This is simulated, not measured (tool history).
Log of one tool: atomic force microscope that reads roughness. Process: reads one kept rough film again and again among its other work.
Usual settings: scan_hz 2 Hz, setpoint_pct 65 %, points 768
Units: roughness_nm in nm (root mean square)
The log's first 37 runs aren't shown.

| run | hour | scan_hz | setpoint_pct | points | pictures with this tip | hours of work since the height scale was calibrated | roughness_nm |
|---|---|---|---|---|---|---|---|
| 38 | 672 | 0.51 | 65 | 820 | 253 | 26 | 2.425 |
|  | 674.9 | new tip fitted |
| 39 | 695.3 | 0.71 | 89 | 334 | 52 | 44 | 3.357 |
| 40 | 711.6 | 0.71 | 89 | 334 | 94 | 57 | 3.056 |
| 41 | 722.4 | 2 | 65 | 828 | 122 | 65 | 2.958 |
| 42 | 741.7 | 2 | 65 | 828 | 171 | 80 | 2.709 |
| 43 | 761.4 | 2 | 65 | 828 | 222 | 96 | 2.457 |
|  | 768.2 | height scale calibrated on a step standard, once more |
|  | 777.7 | new tip fitted |
| 44 | 781.8 | 0.58 | 65 | 768 | 10 | 10 | 3.996 |
| 45 | 793.7 | 1.61 | 65 | 355 | 41 | 20 | 3.56 |
| 46 | 817 | 1.11 | 57 | 511 | 100 | 38 | 3.189 |
| 47 | 832.7 | 2 | 76 | 424 | 141 | 50 | 2.713 |
| 48 | 849.6 | 2 | 76 | 424 | 184 | 63 | 2.531 |
| 49 | 864.7 | 2 | 76 | 424 | 222 | 75 | 2.342 |
|  | 878.5 | new tip fitted |
| 50 | 882.8 | 2 | 76 | 286 | 11 | 89 | 3.642 |
| 51 | 901 | 2 | 76 | 286 | 57 | 103 | 3.241 |
| 52 | 923.7 | 3.26 | 56 | 286 | 115 | 121 | 2.991 |

3 ways to go on from here, each from the tool as it stands after run 52. What would each give?
| A | 934.8 | 2.54 | 85 | 286 | 144 | 130 | ? |
| B | 934.8 | 0.77 | 86 | 510 | 144 | 130 | ? |
| C | 934.8 | 1.17 | 74 | 575 | 144 | 130 | ? |

| run | roughness_nm |
|---|---|
| A | 2.441 |
| B | 2.822 |
| C | 2.816 |
Without the tool's hidden state the same runs would have given:
| run | roughness_nm |
|---|---|
| A | 3.455 |
| B | 3.991 |
| C | 3.983 |
